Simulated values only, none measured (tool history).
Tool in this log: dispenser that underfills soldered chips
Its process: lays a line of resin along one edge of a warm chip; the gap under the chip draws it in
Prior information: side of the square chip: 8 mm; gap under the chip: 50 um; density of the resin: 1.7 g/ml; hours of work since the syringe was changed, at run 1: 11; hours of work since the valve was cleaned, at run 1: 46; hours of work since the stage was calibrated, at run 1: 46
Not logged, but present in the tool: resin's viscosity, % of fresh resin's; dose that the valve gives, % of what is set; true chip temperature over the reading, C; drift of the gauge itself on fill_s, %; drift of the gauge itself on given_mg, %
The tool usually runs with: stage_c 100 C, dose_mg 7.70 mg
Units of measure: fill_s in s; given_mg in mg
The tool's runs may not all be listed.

run	hour	stage_c	dose_mg	hours of work since the syringe was changed	hours of work since the valve was cleaned	hours of work since the stage was calibrated	fill_s	given_mg
1	0.0	100	7.70	11	46	46	31.7	7.56
# hour 1.2: new syringe of resin
2	6.7	100	7.70	3	51	51	21.3	7.51
3	14.6	100	7.70	8	55	55	28.1	7.51
# hour 19.6: new syringe of resin
4	23.9	100	7.70	3	61	61	20.1	7.52
5	32.5	100	6.72	8	67	67	29.2	6.55
6	37.2	100	6.72	11	70	70	34.5	6.53
# hour 38.1: new syringe of resin
7	44.9	100	9.21	4	74	74	21.1	8.88
8	52.0	100	9.21	9	79	79	28.0	8.87
# hour 56.7: new syringe of resin
9	59.9	100	9.21	2	84	84	18.2	8.86
10	67.6	100	9.21	7	88	88	24.9	8.83
11	74.2	100	7.70	11	93	93	32.0	7.34
# hour 75.3: new syringe of resin
12	78.7	100	7.70	2	95	95	19.4	7.37
13	86.7	100	7.70	7	100	100	26.4	7.37
14	92.3	92	7.76	11	104	104	43.4	7.43
# hour 93.9: new syringe of resin
15	97.8	92	7.76	2	107	107	27.3	7.46
16	103.2	97	7.61	6	111	111	28.0	7.32
17	111.5	106	7.51	11	116	116	28.0	7.14
# hour 112.4: new syringe of resin
18	120.1	103	6.82	5	121	121	22.3	6.51
19	125.0	97	6.82	8	124	124	32.0	6.49
# hour 130.4: new syringe of resin
20	131.7	100	6.79	1	128	128	18.4	6.41
21	140.4	100	6.79	6	134	134	25.9	6.36
22	144.7	100	6.79	9	137	137	30.1	6.33
# hour 149.1: new syringe of resin
23	151.2	104	7.49	1	140	140	17.5	7.03
24	155.9	104	7.49	4	143	143	19.5	7.02
# hour 161.7: dispensing valve cleaned and set on the balance
25	162.7	100	6.54	8	1	147	28.8	6.51
# hour 168.1: new syringe of resin
26	168.2	102	7.71	0	4	150	16.7	7.68

Entry by entry between the runs, the difference in hidden state between the last listed run before and the first listed run after:
Logged between run 1 and run 2: new syringe of resin (hour 1.2)
  resin's viscosity, % of fresh resin's: 184.5 -> 121.9; dose that the valve gives, % of what is set: 97.93 -> 97.76; true chip temperature over the reading, C: 0.01 -> -0.01
  the result without the hidden state subtracted from the measured one, fill_s: +14.6 -> +3.9 s; given_mg: -0.16 -> -0.17 mg
Logged between run 3 and run 4: new syringe of resin (hour 19.6)
  resin's viscosity, % of fresh resin's: 162 -> 117.4; dose that the valve gives, % of what is set: 97.57 -> 97.35; true chip temperature over the reading, C: -0.03 -> -0.06
  the result without the hidden state subtracted from the measured one, fill_s: +10.8 -> +3.1 s; given_mg: -0.19 -> -0.20 mg
Logged between run 6 and run 7: new syringe of resin (hour 38.1)
  resin's viscosity, % of fresh resin's: 189.9 -> 128.7; dose that the valve gives, % of what is set: 97.03 -> 96.85; true chip temperature over the reading, C: -0.1 -> -0.13
  the result without the hidden state subtracted from the measured one, fill_s: +16.6 -> +4.9 s; given_mg: -0.20 -> -0.29 mg
Logged between run 8 and run 9: new syringe of resin (hour 56.7)
  resin's viscosity, % of fresh resin's: 166.3 -> 111.2; dose that the valve gives, % of what is set: 96.67 -> 96.47; true chip temperature over the reading, C: -0.15 -> -0.17
  the result without the hidden state subtracted from the measured one, fill_s: +11.5 -> +2.1 s; given_mg: -0.30 -> -0.33 mg
Logged between run 11 and run 12: new syringe of resin (hour 75.3)
  resin's viscosity, % of fresh resin's: 186.9 -> 112.9; dose that the valve gives, % of what is set: 96.09 -> 95.98; true chip temperature over the reading, C: -0.22 -> -0.23
  the result without the hidden state subtracted from the measured one, fill_s: +15.3 -> +2.5 s; given_mg: -0.30 -> -0.30 mg
Logged between run 14 and run 15: new syringe of resin (hour 93.9)
  resin's viscosity, % of fresh resin's: 184.6 -> 116.6; dose that the valve gives, % of what is set: 95.65 -> 95.51; true chip temperature over the reading, C: -0.27 -> -0.29
  the result without the hidden state subtracted from the measured one, fill_s: +20.4 -> +4.4 s; given_mg: -0.33 -> -0.35 mg
Logged between run 17 and run 18: new syringe of resin (hour 112.4)
  resin's viscosity, % of fresh resin's: 191.2 -> 132.9; dose that the valve gives, % of what is set: 95.18 -> 94.97; true chip temperature over the reading, C: -0.33 -> -0.36
  the result without the hidden state subtracted from the measured one, fill_s: +13.6 -> +6.0 s; given_mg: -0.36 -> -0.34 mg
Logged between run 19 and run 20: new syringe of resin (hour 130.4)
  resin's viscosity, % of fresh resin's: 158.6 -> 103.2; dose that the valve gives, % of what is set: 94.84 -> 94.68; true chip temperature over the reading, C: -0.37 -> -0.39
  the result without the hidden state subtracted from the measured one, fill_s: +12.5 -> +1.2 s; given_mg: -0.35 -> -0.36 mg
Logged between run 22 and run 23: new syringe of resin (hour 149.1)
  resin's viscosity, % of fresh resin's: 165.4 -> 107.2; dose that the valve gives, % of what is set: 94.34 -> 94.2; true chip temperature over the reading, C: -0.43 -> -0.45
  the result without the hidden state subtracted from the measured one, fill_s: +12.7 -> +1.7 s; given_mg: -0.38 -> -0.43 mg
Logged between run 24 and run 25: dispensing valve cleaned and set on the balance (hour 161.7)
  resin's viscosity, % of fresh resin's: 126.9 -> 156.5; dose that the valve gives, % of what is set: 94.08 -> 99.74; true chip temperature over the reading, C: -0.46 -> -0.48
  the result without the hidden state subtracted from the measured one, fill_s: +4.7 -> +10.8 s; given_mg: -0.45 -> -0.02 mg
Logged between run 25 and run 26: new syringe of resin (hour 168.1)
  resin's viscosity, % of fresh resin's: 156.5 -> 101.3; dose that the valve gives, % of what is set: 99.74 -> 99.61; true chip temperature over the reading, C: -0.48 -> -0.5
  the result without the hidden state subtracted from the measured one, fill_s: +10.8 -> +0.5 s; given_mg: -0.02 -> -0.03 mg

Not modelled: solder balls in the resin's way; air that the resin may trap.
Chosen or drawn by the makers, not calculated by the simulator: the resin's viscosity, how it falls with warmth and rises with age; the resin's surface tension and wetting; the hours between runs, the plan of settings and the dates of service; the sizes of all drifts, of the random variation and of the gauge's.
